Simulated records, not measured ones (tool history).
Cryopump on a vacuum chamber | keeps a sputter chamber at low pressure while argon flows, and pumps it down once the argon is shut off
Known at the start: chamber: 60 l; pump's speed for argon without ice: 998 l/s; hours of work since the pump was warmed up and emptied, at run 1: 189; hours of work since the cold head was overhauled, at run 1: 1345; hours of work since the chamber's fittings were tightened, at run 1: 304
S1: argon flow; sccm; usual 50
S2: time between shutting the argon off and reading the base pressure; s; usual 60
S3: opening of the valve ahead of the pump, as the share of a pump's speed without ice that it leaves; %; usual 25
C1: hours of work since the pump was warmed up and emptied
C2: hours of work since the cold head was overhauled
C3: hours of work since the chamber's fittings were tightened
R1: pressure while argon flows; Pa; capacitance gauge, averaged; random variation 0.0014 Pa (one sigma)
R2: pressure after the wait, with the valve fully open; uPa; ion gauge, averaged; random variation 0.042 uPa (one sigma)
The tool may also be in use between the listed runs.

| run | day | S1 | S2 | S3 | C1 | C2 | C3 | R1 | R2 |
|---|---|---|---|---|---|---|---|---|---|
| 1 | 0 | 50 | 60 | 25 | 189 | 1345 | 304 | 0.3423 | 2.74 |
| 2 | 1.15 | 21 | 60 | 25 | 208 | 1363 | 322 | 0.1442 | 2.69 |
| 3 | 2.312 | 21 | 60 | 25 | 226 | 1382 | 341 | 0.1443 | 2.73 |
| 4 | 3.967 | 50 | 67 | 25 | 253 | 1408 | 368 | 0.3422 | 2.51 |
| 5 | 6.029 | 50 | 67 | 25 | 286 | 1441 | 401 | 0.3441 | 2.6 |
| 6 | 7.308 | 50 | 60 | 47 | 307 | 1462 | 421 | 0.1856 | 2.75 |
| 7 | 8.354 | 50 | 60 | 47 | 323 | 1479 | 438 | 0.1856 | 2.8 |
| 8 | 9.896 | 72 | 60 | 18 | 348 | 1503 | 463 | 0.6849 | 2.84 |
| 9 | 11.712 | 79 | 60 | 47 | 377 | 1533 | 492 | 0.2958 | 2.9 |
| 10 | 12.688 | 38 | 261 | 47 | 393 | 1548 | 508 | 0.1425 | 1.25 |
| 11 | 13.846 | 38 | 261 | 47 | 411 | 1567 | 526 | 0.1407 | 1.25 |
| 12 | 14.8 | 38 | 34 | 20 | 427 | 1582 | 542 | 0.3274 | 4.6 |
| 13 | 16.958 | 96 | 141 | 20 | 461 | 1617 | 576 | 0.8299 | 1.77 |

5 ways to go on from here, each from the tool as it stands after run 13. What would each give?
| A | 18.008 | 37 | 141 | 20 | 478 | 1634 | 593 | ? | ? |
| B | 18.008 | 69 | 60 | 54 | 478 | 1634 | 593 | ? | ? |
| C | 18.008 | 50 | 120 | 25 | 478 | 1634 | 593 | ? | ? |
| D | 18.008 | 96 | 104 | 43 | 478 | 1634 | 593 | ? | ? |
| E | 18.008 | 96 | 32 | 29 | 478 | 1634 | 593 | ? | ? |

| run | R1 | R2 |
|---|---|---|
| A | 0.3218 | 1.73 |
| B | 0.2277 | 3 |
| C | 0.3472 | 1.92 |
| D | 0.394 | 2.1 |
| E | 0.5803 | 4.83 |
Without the tool's hidden state the same runs would have given:
| run | R1 | R2 |
|---|---|---|
| A | 0.3153 | 1.23 |
| B | 0.2156 | 2.49 |
| C | 0.3384 | 1.41 |
| D | 0.3773 | 1.59 |
| E | 0.5634 | 4.33 |
